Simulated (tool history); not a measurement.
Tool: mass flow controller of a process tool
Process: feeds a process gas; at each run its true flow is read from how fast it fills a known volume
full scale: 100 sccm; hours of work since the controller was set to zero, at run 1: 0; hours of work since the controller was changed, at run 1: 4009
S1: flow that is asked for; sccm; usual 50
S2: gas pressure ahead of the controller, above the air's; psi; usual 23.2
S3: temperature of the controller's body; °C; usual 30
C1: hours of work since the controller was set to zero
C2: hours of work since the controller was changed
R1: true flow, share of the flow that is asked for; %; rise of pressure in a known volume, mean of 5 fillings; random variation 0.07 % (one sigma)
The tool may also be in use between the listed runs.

run,hour,S1,S2,S3,C1,C2,R1
1,0,50,23.2,30,0,4009,97.91
2,182,50,23.2,30,142,4150,97.8
3,399.7,50,23.2,30,311,4320,97.66
4,588.8,50,23.2,30,458,4467,97.62
5,739.1,50,23.2,30,575,4584,97.59
6,894.9,50,23.2,36,696,4705,97.01
7,1163.5,50,23.2,36,905,4914,96.86
8,1317.5,50,23.2,30,1025,5034,97.46
9,1556,50,23.2,30,1210,5219,97.03
10,1748.1,50,23.2,30,1360,5369,97.23
11,2006.1,50,23.2,30,1560,5569,97.08
12,2265.9,50,23.2,30,1762,5771,96.89
13,2433.4,50,23.2,30,1893,5902,96.92
# hour 2472.9: controller exchanged for a calibrated one
14,2608.4,50,23.2,30,105,105,98.52
15,2840.8,50,23.2,30,286,286,98.43
16,2957.4,50,40.3,30,377,377,98.75
# hour 2973.9: controller's zero set anew
17,3198.5,15,23.2,30,175,564,96.76
18,3332.9,15,23.2,30,279,668,96.75
19,3499.9,15,23.2,30,409,798,96.61
# hour 3613.9: controller's zero set anew, once more
20,3613.9,50,23.2,30,0,887,98.42
21,3846.2,50,23.2,30,181,1067,98.19
22,4017.9,50,23.2,30,314,1201,98.21
23,4298.8,50,23.2,30,533,1419,98.14
24,4418.5,50,23.2,30,626,1513,98.25
25,4692.3,50,23.2,30,839,1726,97.97
26,4846.4,11,30.9,38,959,1845,95.75
27,5015,11,30.9,38,1090,1977,95.62
28,5145.4,11,30.9,38,1191,2078,95.38
29,5267.4,11,29.9,30,1286,2173,96.06
30,5518.8,11,29.9,30,1482,2368,95.7
31,5642.3,13,30.7,21,1578,2464,96.5
32,5849.9,14,23.2,22,1739,2626,96.24
33,6058.8,49,23.2,30,1902,2788,97.62
34,6333.2,16,23.2,31,2115,3002,95.44
35,6565,16,23.2,31,2295,3182,95.29
36,6706,62,35,23,2405,3292,98.31
37,6952.6,50,23.2,22,2597,3484,97.67
38,7178.8,23,27.4,27,2773,3660,95.95

Forecast run 39:
39,7359.6,46,27.4,27,2914,3800,?

Run 39 gave R1 97.15 %.
Without the tool's hidden state the same run would have given R1 99.06 %.
